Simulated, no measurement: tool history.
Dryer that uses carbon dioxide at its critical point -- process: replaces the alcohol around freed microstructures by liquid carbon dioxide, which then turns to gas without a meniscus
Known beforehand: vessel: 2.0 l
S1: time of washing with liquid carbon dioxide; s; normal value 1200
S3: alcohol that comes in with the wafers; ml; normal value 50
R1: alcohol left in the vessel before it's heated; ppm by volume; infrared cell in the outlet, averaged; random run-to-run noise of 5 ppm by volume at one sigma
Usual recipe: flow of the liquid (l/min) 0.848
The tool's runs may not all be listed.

Run 1, hour 0.0: usual settings. Result: R1 30 ppm by volume.
Run 2, hour 25.0: usual settings. Result: R1 18 ppm by volume.
Run 3, hour 52.4: usual settings. Result: R1 36 ppm by volume.
Run 4, hour 74.7: usual settings. Result: R1 32 ppm by volume.
Run 5, hour 95.6: usual settings. Result: R1 41 ppm by volume.
Run 6, hour 117.0: usual settings. Result: R1 28 ppm by volume.
Run 7, hour 133.2: usual settings but S3 24 ml. Result: R1 32 ppm by volume.
Run 8, hour 151.7: usual settings but S3 24 ml. Result: R1 23 ppm by volume.
Run 9, hour 168.8: usual settings but flow of the liquid (l/min) 0.850. Result: R1 33 ppm by volume.
Run 10, hour 183.9: usual settings. Result: R1 42 ppm by volume.
Run 11, hour 204.4: usual settings. Result: R1 39 ppm by volume.
Run 12, hour 218.5: usual settings but S1 1440 s. Result: R1 26 ppm by volume.
Run 13, hour 235.7: usual settings but S1 1440 s. Result: R1 29 ppm by volume.
At hour 247.0: inlet filter changed.
Run 14, hour 264.0: usual settings but S1 1440 s. Result: R1 33 ppm by volume.
Run 15, hour 287.9: usual settings but S1 840 s, flow of the liquid (l/min) 1.034. Result: R1 42 ppm by volume.
Run 16, hour 311.0: usual settings but S1 840 s, flow of the liquid (l/min) 1.034. Result: R1 53 ppm by volume.
Run 17, hour 334.9: usual settings but S1 900 s, flow of the liquid (l/min) 0.828, S3 45 ml. Result: R1 88 ppm by volume.
Run 18, hour 356.0: usual settings but S1 1500 s. Result: R1 31 ppm by volume.
Run 19, hour 381.8: usual settings but S1 1500 s. Result: R1 38 ppm by volume.

Run 20 is up next; what results do you expect?
Run 20, hour 408.3: usual settings but S1 780 s. Result: R1 ?.

Run 20 measured R1 186 ppm by volume.
Without the tool's hidden state the same run would have given R1 116 ppm by volume.
